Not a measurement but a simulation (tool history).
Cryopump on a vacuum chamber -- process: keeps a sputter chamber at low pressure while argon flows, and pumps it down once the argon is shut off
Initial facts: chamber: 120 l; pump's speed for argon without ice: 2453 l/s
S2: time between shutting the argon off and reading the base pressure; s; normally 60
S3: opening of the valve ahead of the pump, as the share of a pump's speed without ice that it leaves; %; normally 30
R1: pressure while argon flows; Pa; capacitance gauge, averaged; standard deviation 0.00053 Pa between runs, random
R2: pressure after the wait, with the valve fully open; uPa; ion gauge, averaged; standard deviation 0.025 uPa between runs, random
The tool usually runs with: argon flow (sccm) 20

{"run": 1, "hour": 0.0, "argon flow (sccm)": 20, "S2": 60, "S3": 30, "R1": 0.0478, "R2": 1.55}
{"run": 2, "hour": 15.2, "argon flow (sccm)": 20, "S2": 60, "S3": 30, "R1": 0.0468, "R2": 1.59}
{"run": 3, "hour": 43.8, "argon flow (sccm)": 20, "S2": 55, "S3": 30, "R1": 0.0474, "R2": 1.65}
{"run": 4, "hour": 60.3, "argon flow (sccm)": 20, "S2": 55, "S3": 30, "R1": 0.0488, "R2": 1.69}
{"run": 5, "hour": 75.2, "argon flow (sccm)": 20, "S2": 55, "S3": 30, "R1": 0.0476, "R2": 1.72}
{"run": 6, "hour": 88.2, "argon flow (sccm)": 20, "S2": 55, "S3": 30, "R1": 0.0474, "R2": 1.74}
{"run": 7, "hour": 118.6, "argon flow (sccm)": 24, "S2": 60, "S3": 30, "R1": 0.0564, "R2": 1.67}
{"run": 8, "hour": 131.4, "argon flow (sccm)": 24, "S2": 60, "S3": 30, "R1": 0.0574, "R2": 1.62}
{"run": 9, "hour": 145.1, "argon flow (sccm)": 24, "S2": 60, "S3": 30, "R1": 0.0572, "R2": 1.64}
{"run": 10, "hour": 169.3, "argon flow (sccm)": 34, "S2": 60, "S3": 30, "R1": 0.0817, "R2": 1.71}
{"run": 11, "hour": 184.7, "argon flow (sccm)": 20, "S2": 60, "S3": 30, "R1": 0.0472, "R2": 1.71}
{"run": 12, "hour": 205.9, "argon flow (sccm)": 20, "S2": 39, "S3": 30, "R1": 0.0478, "R2": 2.22}
{"run": 13, "hour": 227.7, "argon flow (sccm)": 36, "S2": 60, "S3": 30, "R1": 0.087, "R2": 1.81}
{"run": 14, "hour": 245.2, "argon flow (sccm)": 36, "S2": 60, "S3": 30, "R1": 0.0864, "R2": 1.77}
{"run": 15, "hour": 258.6, "argon flow (sccm)": 36, "S2": 60, "S3": 30, "R1": 0.0858, "R2": 1.77}
{"run": 16, "hour": 273.3, "argon flow (sccm)": 36, "S2": 60, "S3": 30, "R1": 0.0858, "R2": 1.73}
{"run": 17, "hour": 294.0, "argon flow (sccm)": 39, "S2": 60, "S3": 30, "R1": 0.0935, "R2": 1.81}
{"run": 18, "hour": 306.9, "argon flow (sccm)": 20, "S2": 43, "S3": 30, "R1": 0.0482, "R2": 2.16}
{"run": 19, "hour": 319.2, "argon flow (sccm)": 37, "S2": 60, "S3": 30, "R1": 0.0897, "R2": 1.84}
{"run": 20, "hour": 339.1, "argon flow (sccm)": 37, "S2": 60, "S3": 30, "R1": 0.0893, "R2": 1.81}
{"run": 21, "hour": 361.8, "argon flow (sccm)": 37, "S2": 60, "S3": 30, "R1": 0.0887, "R2": 1.84}
{"run": 22, "hour": 384.8, "argon flow (sccm)": 9, "S2": 233, "S3": 30, "R1": 0.0213, "R2": 1.17}
{"run": 23, "hour": 399.8, "argon flow (sccm)": 9, "S2": 233, "S3": 17, "R1": 0.0374, "R2": 1.25}
{"run": 24, "hour": 414.7, "argon flow (sccm)": 9, "S2": 81, "S3": 15, "R1": 0.043, "R2": 1.61}
{"run": 25, "hour": 441.2, "argon flow (sccm)": 20, "S2": 85, "S3": 60, "R1": 0.0256, "R2": 1.68}
{"run": 26, "hour": 458.1, "argon flow (sccm)": 20, "S2": 85, "S3": 60, "R1": 0.0251, "R2": 1.69}
{"run": 27, "hour": 480.5, "argon flow (sccm)": 21, "S2": 238, "S3": 33, "R1": 0.0463, "R2": 1.32}
{"run": 28, "hour": 498.6, "argon flow (sccm)": 21, "S2": 238, "S3": 33, "R1": 0.0472, "R2": 1.35}
{"run": 29, "hour": 528.3, "argon flow (sccm)": 21, "S2": 238, "S3": 33, "R1": 0.047, "R2": 1.38}
{"run": 30, "hour": 554.3, "argon flow (sccm)": 24, "S2": 80, "S3": 28, "R1": 0.0622, "R2": 1.82}
{"run": 31, "hour": 575.9, "argon flow (sccm)": 24, "S2": 172, "S3": 36, "R1": 0.0503, "R2": 1.47}
{"run": 32, "hour": 598.6, "argon flow (sccm)": 29, "S2": 60, "S3": 50, "R1": 0.0445, "R2": 2.1}
{"run": 33, "hour": 626.5, "argon flow (sccm)": 8, "S2": 66, "S3": 29, "R1": 0.0195, "R2": 1.96}
{"run": 34, "hour": 653.1, "argon flow (sccm)": 8, "S2": 25, "S3": 29, "R1": 0.0203, "R2": 3.4}

Forecast each of these 3 alternatives for the next run:
{"run": "A", "hour": 679.4, "argon flow (sccm)": 8, "S2": 25, "S3": 48, "R1": "?", "R2": "?"}
{"run": "B", "hour": 679.4, "argon flow (sccm)": 21, "S2": 193, "S3": 23, "R1": "?", "R2": "?"}
{"run": "C", "hour": 679.4, "argon flow (sccm)": 29, "S2": 26, "S3": 16, "R1": "?", "R2": "?"}

run=A R1=0.0132 R2=3.4
run=B R1=0.0668 R2=1.57
run=C R1=0.13 R2=3.24
The same runs, with their run-to-run variation unchanged, on a tool lacking any hidden condition would have given:
run=A R1=0.0119 R2=2.23
run=B R1=0.0634 R2=0.41
run=C R1=0.1252 R2=2.11

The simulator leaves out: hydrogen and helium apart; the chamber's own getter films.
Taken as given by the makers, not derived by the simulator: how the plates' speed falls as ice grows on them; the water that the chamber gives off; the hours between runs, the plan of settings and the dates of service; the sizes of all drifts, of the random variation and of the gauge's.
